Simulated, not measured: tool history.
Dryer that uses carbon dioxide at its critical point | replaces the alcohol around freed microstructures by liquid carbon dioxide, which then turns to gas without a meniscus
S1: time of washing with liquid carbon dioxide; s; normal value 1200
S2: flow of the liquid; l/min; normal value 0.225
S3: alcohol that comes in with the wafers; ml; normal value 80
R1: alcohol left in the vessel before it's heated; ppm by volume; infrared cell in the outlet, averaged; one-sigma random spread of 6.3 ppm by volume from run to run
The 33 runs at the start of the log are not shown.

run    hour    S1     S2   S3     R1
 34   950.2  1320   0.22   64    226
 35   971.6  1020  0.182   80   2806
 36  1003.3  1080   0.38  111     53
 37  1043.9  1320  0.343   28     33
 38  1082.5  1320  0.146   81   2926
 39  1114.3   720  0.137   39  10095
 40  1145.2   720  0.137   39  10211
 41  1175.8   720  0.137   39  10939
 42  1208.3   720   0.24   39   2412
 43  1238.5  1020  0.225   80   1608
 44  1260.4  1020  0.225   80   1673
     1273.5  -- inlet filter changed
 45  1293.6  1380  0.355   80     43
 46  1311.6  1380  0.355   80     48

Forecast each of these 3 alternatives for the next run:
  A  1339.9   960  0.317  102   ?
  B  1339.9   900  0.209   40   ?
  C  1339.9  1740  0.355   24   ?

run    R1
  A   202
  B  1043
  C    43
With the hidden condition removed and each run's random variation left untouched, the same runs would have given:
run   R1
  A  137
  B  915
  C    0
